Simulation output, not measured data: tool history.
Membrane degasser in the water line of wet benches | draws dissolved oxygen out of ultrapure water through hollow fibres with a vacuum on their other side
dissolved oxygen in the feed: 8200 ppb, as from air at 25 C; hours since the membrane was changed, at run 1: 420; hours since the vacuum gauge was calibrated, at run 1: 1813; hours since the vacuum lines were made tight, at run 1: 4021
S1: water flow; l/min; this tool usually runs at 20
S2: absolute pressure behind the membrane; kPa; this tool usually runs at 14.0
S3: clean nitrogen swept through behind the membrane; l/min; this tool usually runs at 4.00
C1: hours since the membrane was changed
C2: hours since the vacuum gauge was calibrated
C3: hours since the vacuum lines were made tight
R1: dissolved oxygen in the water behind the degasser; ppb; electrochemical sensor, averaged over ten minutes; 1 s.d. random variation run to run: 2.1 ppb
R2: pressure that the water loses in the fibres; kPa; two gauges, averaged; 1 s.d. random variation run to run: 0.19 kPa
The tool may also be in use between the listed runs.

run	hour	S1	S2	S3	C1	C2	C3	R1	R2
1	0.0	20	14.0	4.00	420	1813	4021	205.8	40.01
2	44.9	20	14.0	4.00	465	1858	4066	206.0	39.89
3	84.5	20	14.0	4.00	505	1898	4105	208.8	40.03
4	125.9	27	14.0	4.00	546	1939	4147	327.8	54.10
5	200.6	27	23.3	4.00	621	2014	4222	472.5	53.99
6	280.7	27	23.3	4.00	701	2094	4302	462.6	54.20
7	322.2	27	23.3	4.00	742	2136	4343	466.6	53.58
8	403.0	27	23.3	4.00	823	2216	4424	475.4	53.39
# hour 412.0: vacuum gauge calibrated
9	459.0	21	16.7	2.67	879	47	4479	332.0	42.29
10	501.7	20	11.7	2.94	921	90	4522	217.3	40.02
11	567.1	20	24.1	8.38	987	155	4588	194.8	39.91
12	631.2	26	32.7	4.46	1051	219	4652	530.7	51.69
13	689.0	12	14.0	2.84	1109	277	4709	129.2	24.25
14	774.4	13	15.1	3.49	1194	362	4795	132.5	25.85
15	856.8	13	15.1	3.49	1276	445	4877	130.7	26.06
# hour 871.8: vacuum gauge calibrated, once more
16	930.8	14	10.1	9.95	1350	59	4951	49.9	28.18

Each row is a separate what-if for the run after 16, all from the same tool condition, not one after another. Results?
A	984.4	20	21.1	10.93	1403	113	5004	?	?
B	984.4	14	10.4	3.76	1403	113	5004	?	?
C	984.4	28	10.1	7.42	1403	113	5004	?	?
D	984.4	15	18.6	7.13	1403	113	5004	?	?

run	R1	R2
A	157.0	40.25
B	92.7	27.95
C	239.0	56.36
D	114.8	30.20
What these runs would have given with no unlogged condition in the tool:
run	R1	R2
A	154.0	39.98
B	90.9	27.76
C	234.1	55.98
D	112.7	30.00
